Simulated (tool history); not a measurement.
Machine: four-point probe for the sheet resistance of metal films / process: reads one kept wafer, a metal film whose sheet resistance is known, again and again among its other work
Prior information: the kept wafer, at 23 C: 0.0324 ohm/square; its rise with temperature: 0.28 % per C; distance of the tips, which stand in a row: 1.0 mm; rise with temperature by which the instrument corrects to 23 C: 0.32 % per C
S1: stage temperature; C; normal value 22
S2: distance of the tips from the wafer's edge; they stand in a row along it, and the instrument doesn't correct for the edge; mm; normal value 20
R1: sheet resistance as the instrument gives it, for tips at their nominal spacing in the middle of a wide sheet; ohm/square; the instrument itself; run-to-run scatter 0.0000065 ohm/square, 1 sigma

run,hour,S1,S2,R1
1,0,22,20,0.032392
2,18.3,22,20,0.032404
3,35.2,22,20,0.032384
4,61.3,22,20,0.032406
5,81.8,22,20,0.032374
6,108,22,5,0.033022
7,121.4,22,5,0.033031
8,149.6,22,61,0.032352
9,178.8,22,61,0.032354
10,203.4,22,24,0.032373
11,220.6,22,24,0.032376
12,238.9,22,24,0.032374
13,256.3,22,24,0.03237
14,274.3,22,24,0.03235
15,289.8,22,24,0.032365
16,303.3,30,21,0.032261
17,319.8,30,21,0.032254
18,336.9,30,7,0.032564
19,355.4,34,20,0.032221
20,370.5,34,20,0.032209
21,390.9,19,4,0.033418
22,404.3,24,4,0.033342
23,431.3,24,4,0.033338
24,450.8,24,4,0.033337

Branching from run 24: 4 alternative next runs. What would each branch give?
A,474.7,27,4,?
B,474.7,20,21,?
C,474.7,21,4,?
D,474.7,21,10,?

run,R1
A,0.033307
B,0.032367
C,0.033374
D,0.032501
Without the tool's hidden state the same runs would have given:
run,R1
A,0.033413
B,0.032471
C,0.03348
D,0.032605
